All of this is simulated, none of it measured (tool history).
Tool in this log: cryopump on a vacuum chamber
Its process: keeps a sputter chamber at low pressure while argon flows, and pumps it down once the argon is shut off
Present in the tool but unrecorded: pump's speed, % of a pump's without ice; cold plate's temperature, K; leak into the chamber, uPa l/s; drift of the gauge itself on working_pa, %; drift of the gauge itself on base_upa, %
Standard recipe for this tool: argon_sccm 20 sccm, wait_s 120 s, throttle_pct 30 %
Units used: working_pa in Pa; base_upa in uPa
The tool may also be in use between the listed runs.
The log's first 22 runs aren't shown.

| run | hour | argon_sccm | wait_s | throttle_pct | hours of work since the pump was warmed up and emptied | hours of work since the cold head was overhauled | hours of work since the chamber's fittings were tightened | working_pa | base_upa |
|---|---|---|---|---|---|---|---|---|---|
| 23 | 428.8 | 21 | 118 | 25 | 303 | 303 | 1018 | 0.0773 | 1.06 |
| 24 | 448.4 | 21 | 118 | 25 | 315 | 315 | 1031 | 0.0776 | 1.1 |
| 25 | 465.8 | 17 | 28 | 54 | 327 | 327 | 1042 | 0.03 | 2.23 |
| 26 | 484.9 | 8 | 74 | 18 | 339 | 339 | 1054 | 0.0404 | 1.32 |
| 27 | 499.8 | 8 | 74 | 18 | 349 | 349 | 1064 | 0.0415 | 1.33 |
| 28 | 523.4 | 8 | 21 | 38 | 364 | 364 | 1079 | 0.0197 | 2.78 |
| 29 | 538.3 | 26 | 58 | 42 | 373 | 373 | 1089 | 0.0578 | 1.48 |
| 30 | 564.6 | 32 | 60 | 30 | 390 | 390 | 1106 | 0.0984 | 1.5 |
| 31 | 593.9 | 22 | 221 | 41 | 409 | 409 | 1124 | 0.0513 | 1.02 |
| 32 | 610.2 | 10 | 80 | 21 | 420 | 420 | 1135 | 0.0436 | 1.37 |
| 33 | 627 | 13 | 120 | 30 | 431 | 431 | 1146 | 0.0406 | 1.16 |

Consider 3 possible next runs. They are alternatives, not a sequence: every one starts from the tool as it was left by run 33. What does each give?
| A | 652.2 | 26 | 222 | 30 | 447 | 447 | 1162 | ? | ? |
| B | 652.2 | 20 | 120 | 17 | 447 | 447 | 1162 | ? | ? |
| C | 652.2 | 12 | 183 | 30 | 447 | 447 | 1162 | ? | ? |

| run | working_pa | base_upa |
|---|---|---|
| A | 0.0811 | 1.07 |
| B | 0.1085 | 1.22 |
| C | 0.0374 | 1.08 |
With the hidden condition removed and each run's random variation left untouched, the same runs would have given:
| run | working_pa | base_upa |
|---|---|---|
| A | 0.0775 | 0.36 |
| B | 0.1058 | 0.51 |
| C | 0.0357 | 0.36 |

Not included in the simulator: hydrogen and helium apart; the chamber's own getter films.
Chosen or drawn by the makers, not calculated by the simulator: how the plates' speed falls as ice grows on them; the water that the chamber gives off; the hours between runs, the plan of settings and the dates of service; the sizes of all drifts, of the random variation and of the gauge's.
